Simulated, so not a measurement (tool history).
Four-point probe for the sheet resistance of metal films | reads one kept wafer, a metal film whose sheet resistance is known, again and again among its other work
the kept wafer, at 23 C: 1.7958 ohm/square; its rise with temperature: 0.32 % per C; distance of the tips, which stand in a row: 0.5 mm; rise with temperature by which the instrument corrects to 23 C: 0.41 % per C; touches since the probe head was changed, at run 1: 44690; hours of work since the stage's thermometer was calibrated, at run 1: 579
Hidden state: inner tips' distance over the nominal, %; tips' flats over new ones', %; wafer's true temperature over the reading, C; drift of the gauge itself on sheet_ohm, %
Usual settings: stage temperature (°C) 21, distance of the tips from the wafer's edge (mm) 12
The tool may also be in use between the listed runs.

run,hour,stage temperature (°C),distance of the tips from the wafer's edge (mm),touches since the probe head was changed,hours of work since the stage's thermometer was calibrated,sheet resistance as the instrument gives it (ohm/square)
1,0,21,12,44690,579,1.7963
2,46.1,21,12,46265,612,1.796299
3,88,21,6,47692,641,1.801698
4,162.1,21,6,50223,693,1.800608
5,206.6,35,12,51741,725,1.773566
6,243.9,35,12,53013,751,1.773818
7,290.2,21,12,54593,784,1.795332
8,358.9,21,12,56937,832,1.795383
9,409.7,19,12,58671,868,1.798894
10,464.5,31,12,60541,907,1.779438
11,547.1,21,27,63360,965,1.79334
12,597.8,21,12,65090,1001,1.794729
13,658.3,21,12,67156,1043,1.794533
14,695.8,21,12,68434,1070,1.794849
15,775.2,21,12,71144,1126,1.795177
16,812.5,21,18,72417,1152,1.793503
17,875,21,12,74551,1196,1.793914
18,955,21,12,77281,1253,1.794096
19,1000.3,21,12,78827,1285,1.794085
20,1080.6,21,12,81566,1341,1.794207
# hour 1087: stage's thermometer calibrated
21,1136.4,21,6,83453,35,1.799342
22,1197.7,23,18,85546,78,1.789405
23,1262.3,33,9,87752,124,1.775782
# hour 1313.1: stage's thermometer calibrated, once more
24,1323,21,57,89806,7,1.789808
25,1398.3,21,57,92375,60,1.789301
26,1462.1,21,57,94553,105,1.789744
27,1539,28,15,97177,159,1.778266
28,1624.3,21,15,100087,220,1.789676
29,1660.5,26,15,101323,245,1.781557
30,1703.1,26,15,102775,275,1.781623
31,1774.9,26,15,105227,326,1.781524
32,1812.7,26,15,106517,352,1.781796
33,1855,18,38,107960,382,1.793389
34,1900.8,18,36,109521,415,1.792951
35,1968.4,23,65,111829,462,1.784379
36,2009.3,23,65,113226,491,1.785498
37,2063.8,21,18,115087,530,1.789079
38,2115.7,27,17,116858,566,1.778781
39,2151.9,19,27,118093,592,1.791531

Forecast each of these 4 alternatives for the next run:
A,2218.6,29,26,120369,639,?
B,2218.6,22,4,120369,639,?
C,2218.6,28,20,120369,639,?
D,2218.6,30,8,120369,639,?

run,sheet resistance as the instrument gives it (ohm/square)
A,1.775131
B,1.801406
C,1.776879
D,1.777046
Without the tool's hidden state the same runs would have given:
run,sheet resistance as the instrument gives it (ohm/square)
A,1.786776
B,1.813174
C,1.78853
D,1.788707

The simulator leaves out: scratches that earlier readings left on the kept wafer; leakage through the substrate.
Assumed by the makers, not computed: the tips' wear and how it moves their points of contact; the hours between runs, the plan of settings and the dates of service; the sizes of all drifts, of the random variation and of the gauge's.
